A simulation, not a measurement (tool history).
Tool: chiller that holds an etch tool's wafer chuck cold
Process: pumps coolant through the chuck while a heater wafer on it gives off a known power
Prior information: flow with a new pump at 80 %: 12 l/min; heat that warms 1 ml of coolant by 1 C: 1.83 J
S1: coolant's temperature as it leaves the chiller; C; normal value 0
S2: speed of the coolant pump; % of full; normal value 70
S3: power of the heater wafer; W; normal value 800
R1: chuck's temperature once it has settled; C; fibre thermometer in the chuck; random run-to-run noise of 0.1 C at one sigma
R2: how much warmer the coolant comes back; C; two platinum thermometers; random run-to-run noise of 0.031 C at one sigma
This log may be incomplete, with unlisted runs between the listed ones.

run	day	S1	S2	S3	R1	R2
1	0.000	0	70	800	6.3	2.59
2	3.971	0	70	479	3.7	1.55
3	5.829	8	70	800	14.2	2.57
4	9.738	8	70	800	14.2	2.57
5	13.567	0	64	800	6.9	2.89
6	17.683	0	64	800	6.8	2.87
7	20.200	0	64	800	6.9	2.94
8	23.646	0	64	800	7.0	2.92
9	26.133	0	64	800	6.7	2.82
10	28.821	0	64	800	7.1	2.95
11	31.550	0	70	800	6.4	2.61
12	33.633	0	70	800	6.1	2.66
# day 33.954: chiller's thermometer calibrated
13	36.225	0	70	800	6.1	2.67
14	39.425	0	70	800	6.4	2.66
# day 40.479: chiller's thermometer calibrated, once more
15	41.812	0	70	800	6.5	2.70
16	43.983	0	70	800	6.7	2.66
17	48.208	-9	70	800	-2.3	2.60
18	51.146	0	73	1048	8.6	3.31
19	55.546	5	77	908	12.0	2.70
20	58.554	5	77	908	11.9	2.74
21	60.679	5	77	908	12.0	2.72
22	65.092	-7	64	800	0.4	3.00
23	67.875	0	96	557	3.5	1.34
24	70.725	9	96	557	12.6	1.37
25	75.179	-5	63	994	4.3	3.80
26	77.933	7	92	811	12.2	2.00
27	79.954	-5	92	565	-1.4	1.38
28	84.396	-9	70	800	-2.2	2.75
29	86.642	-9	70	800	-2.2	2.75
30	90.275	5	73	801	11.6	2.62
31	92.829	0	83	800	5.8	2.23
32	96.029	-2	65	478	2.4	1.80

3 options for the next run, each taken on its own from the tool as it stands now. Forecast them:
A	100.475	5	81	800	?	?
B	100.475	-1	65	447	?	?
C	100.475	-8	70	878	?	?

run	R1	R2
A	10.9	2.32
B	3.1	1.62
C	-0.5	3.09
Take away the tool's hidden state, keep each run's random variation, and the runs would have read:
run	R1	R2
A	10.3	2.15
B	2.7	1.50
C	-1.4	2.87
